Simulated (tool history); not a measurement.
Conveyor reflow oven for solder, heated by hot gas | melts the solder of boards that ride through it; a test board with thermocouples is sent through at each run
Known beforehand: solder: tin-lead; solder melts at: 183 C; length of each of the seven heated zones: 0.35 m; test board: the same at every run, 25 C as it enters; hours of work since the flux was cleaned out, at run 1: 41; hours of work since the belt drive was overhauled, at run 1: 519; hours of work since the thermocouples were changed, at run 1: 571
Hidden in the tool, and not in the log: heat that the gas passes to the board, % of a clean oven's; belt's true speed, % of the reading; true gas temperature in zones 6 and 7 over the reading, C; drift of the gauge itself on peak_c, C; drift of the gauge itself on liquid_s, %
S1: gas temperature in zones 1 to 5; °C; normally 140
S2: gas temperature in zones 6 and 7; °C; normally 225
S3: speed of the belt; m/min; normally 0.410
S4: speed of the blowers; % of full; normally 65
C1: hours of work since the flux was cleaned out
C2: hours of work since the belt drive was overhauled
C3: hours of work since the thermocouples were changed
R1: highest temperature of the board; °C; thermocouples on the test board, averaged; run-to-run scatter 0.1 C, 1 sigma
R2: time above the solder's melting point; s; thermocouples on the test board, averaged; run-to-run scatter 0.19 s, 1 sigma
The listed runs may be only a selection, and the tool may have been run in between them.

{"run": 1, "hour": 0.0, "S1": 140, "S2": 225, "S3": 0.41, "S4": 65, "C1": 41, "C2": 519, "C3": 571, "R1": 210.3, "R2": 70.2}
{"run": 2, "hour": 32.6, "S1": 140, "S2": 225, "S3": 0.41, "S4": 65, "C1": 59, "C2": 536, "C3": 588, "R1": 210.2, "R2": 70.0}
{"run": 3, "hour": 55.5, "S1": 140, "S2": 225, "S3": 0.41, "S4": 65, "C1": 71, "C2": 549, "C3": 600, "R1": 210.1, "R2": 69.8}
{"run": 4, "hour": 74.8, "S1": 140, "S2": 225, "S3": 0.41, "S4": 65, "C1": 81, "C2": 559, "C3": 611, "R1": 210.1, "R2": 69.8}
{"run": 5, "hour": 100.0, "S1": 136, "S2": 225, "S3": 0.41, "S4": 65, "C1": 95, "C2": 572, "C3": 624, "R1": 209.4, "R2": 66.8}
{"run": 6, "hour": 129.7, "S1": 140, "S2": 225, "S3": 0.394, "S4": 65, "C1": 111, "C2": 588, "C3": 640, "R1": 211.1, "R2": 74.7}
{"run": 7, "hour": 163.0, "S1": 140, "S2": 239, "S3": 0.41, "S4": 65, "C1": 128, "C2": 606, "C3": 658, "R1": 221.8, "R2": 82.6}
{"run": 8, "hour": 198.4, "S1": 140, "S2": 239, "S3": 0.41, "S4": 65, "C1": 147, "C2": 625, "C3": 677, "R1": 221.6, "R2": 82.3}
{"run": 9, "hour": 226.9, "S1": 140, "S2": 224, "S3": 0.41, "S4": 65, "C1": 163, "C2": 640, "C3": 692, "R1": 208.9, "R2": 68.4}
{"run": 10, "hour": 254.7, "S1": 140, "S2": 224, "S3": 0.41, "S4": 65, "C1": 178, "C2": 655, "C3": 707, "R1": 209.0, "R2": 68.4}
{"run": 11, "hour": 273.8, "S1": 140, "S2": 224, "S3": 0.41, "S4": 65, "C1": 188, "C2": 665, "C3": 717, "R1": 209.0, "R2": 68.0}
{"hour": 294.4, "done": "flux residue cleaned out of gas plates and filters"}
{"run": 12, "hour": 314.6, "S1": 140, "S2": 224, "S3": 0.41, "S4": 65, "C1": 11, "C2": 685, "C3": 736, "R1": 210.3, "R2": 70.7}
{"run": 13, "hour": 338.7, "S1": 140, "S2": 224, "S3": 0.41, "S4": 65, "C1": 24, "C2": 697, "C3": 749, "R1": 210.3, "R2": 70.4}
{"run": 14, "hour": 369.9, "S1": 148, "S2": 225, "S3": 0.41, "S4": 65, "C1": 40, "C2": 714, "C3": 766, "R1": 212.4, "R2": 77.6}
{"hour": 376.8, "done": "belt drive overhauled, speed set with a stopwatch"}
{"run": 15, "hour": 393.9, "S1": 148, "S2": 225, "S3": 0.41, "S4": 65, "C1": 51, "C2": 9, "C3": 776, "R1": 212.7, "R2": 78.6}
{"run": 16, "hour": 411.8, "S1": 148, "S2": 225, "S3": 0.41, "S4": 65, "C1": 61, "C2": 19, "C3": 786, "R1": 212.7, "R2": 78.1}
{"run": 17, "hour": 433.1, "S1": 140, "S2": 225, "S3": 0.462, "S4": 62, "C1": 72, "C2": 30, "C3": 797, "R1": 206.5, "R2": 56.8}
{"run": 18, "hour": 467.2, "S1": 140, "S2": 225, "S3": 0.462, "S4": 62, "C1": 90, "C2": 48, "C3": 816, "R1": 206.3, "R2": 56.4}
{"run": 19, "hour": 492.0, "S1": 143, "S2": 233, "S3": 0.41, "S4": 65, "C1": 104, "C2": 62, "C3": 829, "R1": 218.4, "R2": 81.6}
{"run": 20, "hour": 513.4, "S1": 143, "S2": 233, "S3": 0.41, "S4": 65, "C1": 115, "C2": 73, "C3": 840, "R1": 218.2, "R2": 81.5}
{"run": 21, "hour": 529.0, "S1": 151, "S2": 225, "S3": 0.41, "S4": 65, "C1": 123, "C2": 81, "C3": 849, "R1": 212.9, "R2": 80.6}
{"hour": 551.9, "done": "belt drive overhauled, speed set with a stopwatch, once more"}
{"run": 22, "hour": 557.7, "S1": 142, "S2": 220, "S3": 0.455, "S4": 69, "C1": 137, "C2": 3, "C3": 862, "R1": 204.0, "R2": 54.3}
{"run": 23, "hour": 578.2, "S1": 127, "S2": 220, "S3": 0.429, "S4": 69, "C1": 148, "C2": 14, "C3": 873, "R1": 202.7, "R2": 50.0}
{"run": 24, "hour": 596.6, "S1": 140, "S2": 224, "S3": 0.342, "S4": 75, "C1": 157, "C2": 24, "C3": 883, "R1": 215.9, "R2": 93.8}
{"run": 25, "hour": 611.5, "S1": 140, "S2": 222, "S3": 0.41, "S4": 65, "C1": 165, "C2": 32, "C3": 891, "R1": 207.4, "R2": 65.6}
{"run": 26, "hour": 645.9, "S1": 140, "S2": 221, "S3": 0.432, "S4": 65, "C1": 184, "C2": 50, "C3": 909, "R1": 205.0, "R2": 57.6}
{"run": 27, "hour": 660.9, "S1": 140, "S2": 239, "S3": 0.42, "S4": 65, "C1": 192, "C2": 58, "C3": 917, "R1": 220.8, "R2": 78.7}
{"hour": 675.1, "done": "flux residue cleaned out of gas plates and filters"}
{"run": 28, "hour": 683.7, "S1": 140, "S2": 225, "S3": 0.415, "S4": 72, "C1": 5, "C2": 68, "C3": 927, "R1": 212.5, "R2": 71.9}
{"run": 29, "hour": 709.0, "S1": 140, "S2": 222, "S3": 0.422, "S4": 79, "C1": 18, "C2": 81, "C3": 940, "R1": 210.8, "R2": 69.0}
{"hour": 730.0, "done": "thermocouples of zones 6 and 7 changed"}
{"run": 30, "hour": 736.3, "S1": 151, "S2": 237, "S3": 0.422, "S4": 79, "C1": 32, "C2": 95, "C3": 3, "R1": 222.9, "R2": 86.4}

3 options for the next run, each taken on its own from the tool as it stands now. Forecast them:
{"run": "A", "hour": 759.7, "S1": 140, "S2": 223, "S3": 0.41, "S4": 65, "C1": 44, "C2": 107, "C3": 16, "R1": "?", "R2": "?"}
{"run": "B", "hour": 759.7, "S1": 151, "S2": 229, "S3": 0.422, "S4": 79, "C1": 44, "C2": 107, "C3": 16, "R1": "?", "R2": "?"}
{"run": "C", "hour": 759.7, "S1": 140, "S2": 225, "S3": 0.41, "S4": 70, "C1": 44, "C2": 107, "C3": 16, "R1": "?", "R2": "?"}

run=A R1=206.9 R2=65.0
run=B R1=215.7 R2=80.1
run=C R1=209.5 R2=69.1
With no hidden state in the tool, these same runs would have given:
run=A R1=207.5 R2=65.7
run=B R1=216.4 R2=80.6
run=C R1=210.1 R2=69.8

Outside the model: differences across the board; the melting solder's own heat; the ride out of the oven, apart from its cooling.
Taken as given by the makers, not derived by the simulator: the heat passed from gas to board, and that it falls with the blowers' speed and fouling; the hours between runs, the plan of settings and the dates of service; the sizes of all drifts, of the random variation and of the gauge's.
